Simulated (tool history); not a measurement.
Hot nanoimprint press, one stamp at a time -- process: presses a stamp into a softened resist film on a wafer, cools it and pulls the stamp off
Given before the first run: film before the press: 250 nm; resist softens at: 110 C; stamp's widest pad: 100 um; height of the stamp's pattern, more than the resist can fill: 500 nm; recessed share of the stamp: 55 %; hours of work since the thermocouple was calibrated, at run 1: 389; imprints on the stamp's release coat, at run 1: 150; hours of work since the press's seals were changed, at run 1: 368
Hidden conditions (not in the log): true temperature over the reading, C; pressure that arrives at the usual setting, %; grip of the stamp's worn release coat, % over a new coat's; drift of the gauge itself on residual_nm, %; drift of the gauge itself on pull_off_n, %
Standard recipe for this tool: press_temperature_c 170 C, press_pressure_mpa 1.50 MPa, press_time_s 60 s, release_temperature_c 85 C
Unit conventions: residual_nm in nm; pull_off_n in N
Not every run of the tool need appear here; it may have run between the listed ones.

| run | hour | press_temperature_c | press_pressure_mpa | press_time_s | release_temperature_c | hours of work since the thermocouple was calibrated | imprints on the stamp's release coat | hours of work since the press's seals were changed | residual_nm | pull_off_n |
|---|---|---|---|---|---|---|---|---|---|---|
| 1 | 0.0 | 170 | 1.50 | 60 | 85 | 389 | 150 | 368 | 127.9 | 115.1 |
| 2 | 54.0 | 170 | 1.50 | 60 | 85 | 419 | 352 | 398 | 128.4 | 118.6 |
|  | 115.9 | stamp cleaned and given a new release coat |
|  | 124.9 | plate thermocouple calibrated |
| 3 | 158.1 | 170 | 1.50 | 60 | 85 | 19 | 147 | 452 | 133.3 | 117.1 |
| 4 | 239.0 | 170 | 1.50 | 60 | 85 | 64 | 451 | 497 | 134.1 | 123.6 |
|  | 275.5 | stamp cleaned and given a new release coat |
| 5 | 288.8 | 170 | 1.50 | 60 | 85 | 88 | 50 | 521 | 134.6 | 114.8 |
| 6 | 385.6 | 170 | 1.50 | 60 | 70 | 142 | 413 | 575 | 135.2 | 155.2 |
|  | 412.6 | plate thermocouple calibrated, once more |
|  | 433.7 | stamp cleaned and given a new release coat |
| 7 | 451.7 | 170 | 1.50 | 60 | 70 | 18 | 68 | 607 | 122.5 | 142.3 |
| 8 | 508.3 | 170 | 1.50 | 50 | 70 | 50 | 280 | 639 | 131.5 | 149.0 |
| 9 | 578.7 | 170 | 1.07 | 60 | 85 | 89 | 544 | 678 | 141.6 | 119.7 |
|  | 593.2 | stamp cleaned and given a new release coat |
| 10 | 670.7 | 170 | 1.07 | 60 | 85 | 137 | 291 | 726 | 142.7 | 116.1 |
|  | 745.9 | stamp cleaned and given a new release coat |
| 11 | 745.9 | 180 | 1.50 | 60 | 85 | 176 | 0 | 765 | 76.6 | 109.7 |
| 12 | 791.1 | 170 | 0.95 | 60 | 85 | 201 | 169 | 790 | 148.7 | 114.0 |
| 13 | 857.4 | 170 | 1.50 | 60 | 85 | 238 | 418 | 827 | 127.7 | 121.3 |
|  | 903.7 | stamp cleaned and given a new release coat |
| 14 | 908.1 | 170 | 1.01 | 60 | 85 | 263 | 16 | 852 | 146.2 | 110.5 |
| 15 | 987.1 | 170 | 1.50 | 60 | 85 | 307 | 313 | 896 | 128.4 | 117.1 |
|  | 1032.4 | press's hydraulic seals changed and the load cell set to zero |
| 16 | 1036.4 | 167 | 2.13 | 58 | 90 | 330 | 468 | 2 | 126.7 | 110.3 |
|  | 1068.7 | stamp cleaned and given a new release coat |
| 17 | 1108.5 | 173 | 1.50 | 60 | 80 | 367 | 150 | 39 | 108.7 | 124.8 |
| 18 | 1200.3 | 177 | 1.88 | 60 | 85 | 418 | 494 | 90 | 80.1 | 123.5 |
|  | 1224.6 | stamp cleaned and given a new release coat |
|  | 1269.6 | plate thermocouple calibrated |
| 19 | 1290.2 | 177 | 1.88 | 60 | 85 | 11 | 235 | 136 | 76.1 | 113.9 |
| 20 | 1363.1 | 170 | 1.52 | 108 | 78 | 52 | 509 | 176 | 97.4 | 136.2 |
|  | 1382.7 | stamp cleaned and given a new release coat |
| 21 | 1464.8 | 170 | 1.12 | 103 | 74 | 106 | 308 | 230 | 112.9 | 140.7 |
|  | 1534.9 | stamp cleaned and given a new release coat |
| 22 | 1560.7 | 170 | 1.12 | 39 | 87 | 156 | 97 | 280 | 159.2 | 107.7 |
| 23 | 1617.6 | 171 | 1.34 | 60 | 72 | 188 | 311 | 312 | 124.6 | 145.5 |
|  | 1691.3 | stamp cleaned and given a new release coat |
| 24 | 1697.6 | 168 | 1.34 | 84 | 88 | 229 | 23 | 353 | 127.8 | 106.6 |
| 25 | 1738.4 | 165 | 1.34 | 52 | 71 | 252 | 177 | 376 | 169.4 | 143.1 |
| 26 | 1784.5 | 177 | 2.35 | 58 | 85 | 277 | 350 | 401 | 74.1 | 118.0 |
| 27 | 1832.6 | 177 | 2.35 | 58 | 85 | 304 | 530 | 428 | 73.7 | 123.5 |
|  | 1846.7 | stamp cleaned and given a new release coat |
| 28 | 1920.9 | 172 | 1.50 | 41 | 85 | 350 | 278 | 474 | 132.9 | 117.9 |
|  | 2003.7 | stamp cleaned and given a new release coat |
| 29 | 2005.6 | 172 | 0.92 | 51 | 83 | 394 | 7 | 518 | 149.6 | 116.0 |

Consider 4 possible next runs. They are alternatives, not a sequence: every one starts from the tool as it was left by run 29. What does each give?
| A | 2081.0 | 177 | 0.92 | 45 | 82 | 436 | 290 | 560 | ? | ? |
| B | 2081.0 | 170 | 1.50 | 78 | 85 | 436 | 290 | 560 | ? | ? |
| C | 2081.0 | 177 | 1.73 | 60 | 85 | 436 | 290 | 560 | ? | ? |
| D | 2081.0 | 170 | 2.04 | 60 | 85 | 436 | 290 | 560 | ? | ? |

| run | residual_nm | pull_off_n |
|---|---|---|
| A | 125.5 | 124.2 |
| B | 115.9 | 118.3 |
| C | 87.0 | 119.5 |
| D | 115.2 | 118.8 |
Stripped of hidden state, with their random variation kept, the same runs would have yielded:
| run | residual_nm | pull_off_n |
|---|---|---|
| A | 117.7 | 115.0 |
| B | 106.9 | 109.5 |
| C | 79.7 | 110.6 |
| D | 105.2 | 109.9 |
